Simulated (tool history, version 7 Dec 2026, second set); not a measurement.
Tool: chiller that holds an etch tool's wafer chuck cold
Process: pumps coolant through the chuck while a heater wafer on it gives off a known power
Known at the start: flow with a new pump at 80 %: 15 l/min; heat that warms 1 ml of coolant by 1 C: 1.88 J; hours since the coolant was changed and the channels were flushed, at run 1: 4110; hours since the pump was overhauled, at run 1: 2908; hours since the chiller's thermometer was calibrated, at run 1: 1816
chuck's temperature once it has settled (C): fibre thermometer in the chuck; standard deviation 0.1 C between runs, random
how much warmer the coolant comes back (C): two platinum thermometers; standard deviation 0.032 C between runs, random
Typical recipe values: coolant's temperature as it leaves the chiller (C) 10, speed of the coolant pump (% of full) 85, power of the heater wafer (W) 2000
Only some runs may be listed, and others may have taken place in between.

run	hour	coolant's temperature as it leaves the chiller (C)	speed of the coolant pump (% of full)	power of the heater wafer (W)	hours since the coolant was changed and the channels were flushed	hours since the pump was overhauled	hours since the chiller's thermometer was calibrated	chuck's temperature once it has settled (C)	how much warmer the coolant comes back (C)
1	0.0	10	85	2000	4110	2908	1816	30.6	4.03
2	50.9	10	85	2000	4161	2959	1867	30.5	3.95
3	105.6	10	83	2000	4216	3014	1922	30.8	4.05
4	157.3	10	83	2000	4268	3065	1974	31.1	4.08
5	204.4	10	83	2000	4315	3112	2021	31.0	4.05
6	270.9	3	83	2000	4381	3179	2087	23.8	4.04
7	311.0	10	85	2000	4421	3219	2127	30.6	3.89
8	359.9	10	85	2000	4470	3268	2176	30.6	3.88
9	421.2	10	85	2000	4531	3329	2237	30.5	3.93
10	468.5	10	85	2000	4579	3376	2285	30.8	3.85
11	530.4	7	85	2000	4641	3438	2347	27.6	3.83
12	577.2	7	85	2000	4687	3485	2393	27.5	3.85
13	652.0	7	85	2000	4762	3560	2468	27.7	3.81
14	709.7	7	85	2000	4820	3618	2526	27.7	3.82
15	762.0	7	85	2000	4872	3670	2578	27.7	3.80
16	835.1	7	85	2000	4945	3743	2651	27.6	3.75
17	886.1	7	60	1430	4996	3794	2702	26.0	3.78
18	964.4	7	60	1430	5075	3872	2781	26.2	3.68
19	1005.1	7	60	1430	5115	3913	2821	26.3	3.78
20	1071.6	16	60	1430	5182	3980	2888	35.2	3.75
21	1115.8	16	61	1430	5226	4024	2932	35.0	3.63
22	1182.0	15	95	1165	5292	4090	2998	26.2	1.70
23	1231.9	12	85	1958	5342	4140	3048	32.1	3.53
24	1288.7	5	71	1378	5399	4197	3105	21.4	2.93
25	1348.5	5	71	1609	5459	4256	3165	24.1	3.41
26	1420.5	18	92	1449	5531	4328	3237	32.0	2.26
27	1476.9	10	85	1101	5587	4385	3293	21.5	1.74
28	1557.6	8	71	1826	5668	4466	3374	29.6	3.89
# hour 1585.7: gauge calibrated
29	1634.0	8	71	1826	5744	4542	3450	29.6	4.32
30	1668.3	16	85	1297	5778	4576	3484	29.5	2.60
# hour 1725.6: chiller's thermometer calibrated
31	1738.4	20	85	1742	5848	4645	13	37.9	3.42
32	1803.6	17	85	1569	5913	4711	78	33.4	3.12

How the hidden state differs across the entries between the runs, from the last listed run before each to the first after it:
Logged between run 28 and run 29: gauge calibrated (hour 1585.7)
  drift of the gauge itself on warmer_back_c, C: -0.48 -> -0.01
  the result without the hidden state subtracted from the measured one, how much warmer the coolant comes back (C): -0.47 -> -0.01
Logged between run 30 and run 31: chiller's thermometer calibrated (hour 1725.6)
  drift of the gauge itself on warmer_back_c, C: -0.03 -> -0.05
  the result without the hidden state subtracted from the measured one, how much warmer the coolant comes back (C): -0.03 -> -0.04
